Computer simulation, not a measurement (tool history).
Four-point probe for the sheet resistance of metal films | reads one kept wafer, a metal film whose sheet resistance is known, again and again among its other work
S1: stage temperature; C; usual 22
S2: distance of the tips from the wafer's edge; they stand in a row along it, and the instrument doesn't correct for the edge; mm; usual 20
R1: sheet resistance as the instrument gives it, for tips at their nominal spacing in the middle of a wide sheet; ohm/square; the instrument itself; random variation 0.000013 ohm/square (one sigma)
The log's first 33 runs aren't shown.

run     day  S1  S2        R1
 34  16.025  28  22   0.06529
 35  16.508  23  22  0.065327
 36  16.917  22  19   0.06538
 37  17.488  24   3  0.070895
 38  17.942  23  16  0.065421
 39  18.412  31  20  0.065297
 40  18.854  29  42  0.065201
 41  19.233  34   5   0.06733
 42  19.542  29  20  0.065331
 43  19.908  29  32  0.065228
 44  20.354  33  37  0.065189
 45  20.742  33  37  0.065211

3 ways to go on from here, each from the tool as it stands after run 45. What would each give?
  A  21.379  28  43   ?
  B  21.379  22   4   ?
  C  21.379  26   4   ?

run        R1
  A  0.065198
  B  0.068578
  C  0.068538
Without the tool's hidden state the same runs would have given:
run        R1
  A  0.065171
  B  0.068552
  C  0.068511

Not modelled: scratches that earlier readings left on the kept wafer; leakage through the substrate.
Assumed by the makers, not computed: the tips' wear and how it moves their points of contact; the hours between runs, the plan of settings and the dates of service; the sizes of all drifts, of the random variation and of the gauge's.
